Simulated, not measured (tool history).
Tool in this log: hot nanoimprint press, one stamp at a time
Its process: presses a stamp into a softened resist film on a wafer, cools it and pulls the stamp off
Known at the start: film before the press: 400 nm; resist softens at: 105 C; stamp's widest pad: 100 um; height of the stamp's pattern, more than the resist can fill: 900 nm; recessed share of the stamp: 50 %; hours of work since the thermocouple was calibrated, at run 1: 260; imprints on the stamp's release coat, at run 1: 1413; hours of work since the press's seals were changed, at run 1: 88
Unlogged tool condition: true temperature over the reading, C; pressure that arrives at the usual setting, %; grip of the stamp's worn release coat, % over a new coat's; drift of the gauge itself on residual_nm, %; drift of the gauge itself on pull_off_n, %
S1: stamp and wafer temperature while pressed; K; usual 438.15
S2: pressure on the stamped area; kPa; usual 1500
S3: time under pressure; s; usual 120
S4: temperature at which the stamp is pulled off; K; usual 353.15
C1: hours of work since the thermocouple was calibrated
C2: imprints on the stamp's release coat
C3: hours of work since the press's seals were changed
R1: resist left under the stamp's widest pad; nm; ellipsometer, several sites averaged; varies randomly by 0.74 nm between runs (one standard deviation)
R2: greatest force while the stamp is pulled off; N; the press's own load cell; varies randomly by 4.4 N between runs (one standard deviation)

{"run": 1, "hour": 0.0, "S1": 438.15, "S2": 1500, "S3": 120, "S4": 353.15, "C1": 260, "C2": 1413, "C3": 88, "R1": 187.9, "R2": 288}
{"hour": 10.7, "done": "stamp cleaned and given a new release coat"}
{"run": 2, "hour": 13.9, "S1": 438.15, "S2": 1500, "S3": 120, "S4": 353.15, "C1": 266, "C2": 13, "C3": 94, "R1": 188.9, "R2": 224}
{"run": 3, "hour": 19.0, "S1": 438.15, "S2": 1500, "S3": 120, "S4": 360.15, "C1": 269, "C2": 33, "C3": 98, "R1": 188.9, "R2": 200}
{"run": 4, "hour": 30.1, "S1": 438.15, "S2": 1500, "S3": 120, "S4": 353.15, "C1": 277, "C2": 78, "C3": 106, "R1": 190, "R2": 217}
{"run": 5, "hour": 39.3, "S1": 438.15, "S2": 1500, "S3": 120, "S4": 353.15, "C1": 284, "C2": 114, "C3": 112, "R1": 188.9, "R2": 218}
{"run": 6, "hour": 48.3, "S1": 438.15, "S2": 1500, "S3": 120, "S4": 353.15, "C1": 291, "C2": 149, "C3": 119, "R1": 189.5, "R2": 218}
{"run": 7, "hour": 54.5, "S1": 438.15, "S2": 1500, "S3": 120, "S4": 353.15, "C1": 295, "C2": 174, "C3": 123, "R1": 189.4, "R2": 223}
{"run": 8, "hour": 62.3, "S1": 438.15, "S2": 1500, "S3": 120, "S4": 353.15, "C1": 301, "C2": 205, "C3": 129, "R1": 190.2, "R2": 227}
{"run": 9, "hour": 71.2, "S1": 438.15, "S2": 1500, "S3": 120, "S4": 353.15, "C1": 307, "C2": 240, "C3": 136, "R1": 190.6, "R2": 223}
{"run": 10, "hour": 81.4, "S1": 438.15, "S2": 1500, "S3": 120, "S4": 353.15, "C1": 315, "C2": 281, "C3": 143, "R1": 188.9, "R2": 238}
{"run": 11, "hour": 90.7, "S1": 438.15, "S2": 1500, "S3": 120, "S4": 353.15, "C1": 322, "C2": 318, "C3": 150, "R1": 190.3, "R2": 234}
{"run": 12, "hour": 96.7, "S1": 438.15, "S2": 1500, "S3": 120, "S4": 353.15, "C1": 326, "C2": 342, "C3": 154, "R1": 191.1, "R2": 233}
{"run": 13, "hour": 106.6, "S1": 438.15, "S2": 1500, "S3": 120, "S4": 346.15, "C1": 333, "C2": 381, "C3": 161, "R1": 190.7, "R2": 252}
{"run": 14, "hour": 111.5, "S1": 438.15, "S2": 1500, "S3": 120, "S4": 346.15, "C1": 337, "C2": 400, "C3": 165, "R1": 189.6, "R2": 251}
{"run": 15, "hour": 119.3, "S1": 438.15, "S2": 1500, "S3": 120, "S4": 346.15, "C1": 342, "C2": 431, "C3": 171, "R1": 191, "R2": 260}
{"run": 16, "hour": 125.2, "S1": 438.15, "S2": 1500, "S3": 120, "S4": 346.15, "C1": 347, "C2": 454, "C3": 175, "R1": 190.9, "R2": 259}
{"run": 17, "hour": 130.6, "S1": 449.15, "S2": 2150, "S3": 120, "S4": 353.15, "C1": 351, "C2": 476, "C3": 179, "R1": 113.2, "R2": 241}
{"run": 18, "hour": 138.4, "S1": 429.15, "S2": 1670, "S3": 120, "S4": 355.15, "C1": 356, "C2": 507, "C3": 185, "R1": 235.9, "R2": 233}
{"run": 19, "hour": 149.2, "S1": 429.15, "S2": 1080, "S3": 120, "S4": 356.15, "C1": 364, "C2": 550, "C3": 193, "R1": 282.3, "R2": 241}
{"run": 20, "hour": 158.9, "S1": 438.15, "S2": 1920, "S3": 119, "S4": 341.15, "C1": 371, "C2": 588, "C3": 200, "R1": 169.5, "R2": 279}
{"run": 21, "hour": 165.5, "S1": 438.15, "S2": 1920, "S3": 119, "S4": 341.15, "C1": 376, "C2": 614, "C3": 204, "R1": 169.5, "R2": 273}
{"run": 22, "hour": 176.1, "S1": 449.15, "S2": 1360, "S3": 115, "S4": 341.15, "C1": 384, "C2": 657, "C3": 212, "R1": 149.9, "R2": 272}
{"run": 23, "hour": 187.6, "S1": 449.15, "S2": 1360, "S3": 115, "S4": 341.15, "C1": 392, "C2": 702, "C3": 221, "R1": 149.5, "R2": 278}
{"run": 24, "hour": 195.7, "S1": 449.15, "S2": 1360, "S3": 115, "S4": 341.15, "C1": 398, "C2": 734, "C3": 226, "R1": 148.9, "R2": 280}
{"run": 25, "hour": 201.6, "S1": 438.15, "S2": 1390, "S3": 73, "S4": 353.15, "C1": 402, "C2": 758, "C3": 231, "R1": 232.6, "R2": 250}
{"run": 26, "hour": 209.5, "S1": 433.15, "S2": 1500, "S3": 141, "S4": 345.15, "C1": 408, "C2": 789, "C3": 236, "R1": 209.8, "R2": 277}
{"run": 27, "hour": 215.4, "S1": 440.15, "S2": 1570, "S3": 120, "S4": 357.15, "C1": 412, "C2": 812, "C3": 241, "R1": 177.7, "R2": 252}
{"run": 28, "hour": 223.9, "S1": 440.15, "S2": 1160, "S3": 120, "S4": 361.15, "C1": 419, "C2": 846, "C3": 247, "R1": 205.7, "R2": 235}
{"run": 29, "hour": 231.1, "S1": 444.15, "S2": 1160, "S3": 224, "S4": 361.15, "C1": 424, "C2": 875, "C3": 252, "R1": 146.8, "R2": 242}
{"run": 30, "hour": 238.6, "S1": 444.15, "S2": 1160, "S3": 224, "S4": 361.15, "C1": 429, "C2": 904, "C3": 258, "R1": 146.8, "R2": 238}

Pick out some run-to-run changes in R1. Of each, how much would a tool without hidden state show as well, from the settings, what came in and chance, and how much is left for the hidden state and any gauge scatter not in both results compared?
Run 16 -> 17: S1 438.15 -> 449.15, S2 1500 -> 2150, S4 346.15 -> 353.15. R1 -77.7 nm: hidden state -1.7, all else -76.
Run 17 -> 18: S1 449.15 -> 429.15, S2 2150 -> 1670, S4 353.15 -> 355.15. R1 +122.7 nm: hidden state +2.8, all else +119.9.
Run 19 -> 20: S1 429.15 -> 438.15, S2 1080 -> 1920, S3 120 -> 119, S4 356.15 -> 341.15. R1 -112.8 nm: hidden state -0.8, all else -112.
Run 24 -> 25: S1 449.15 -> 438.15, S2 1360 -> 1390, S3 115 -> 73, S4 341.15 -> 353.15. R1 +83.7 nm: hidden state +1.9, all else +81.8.
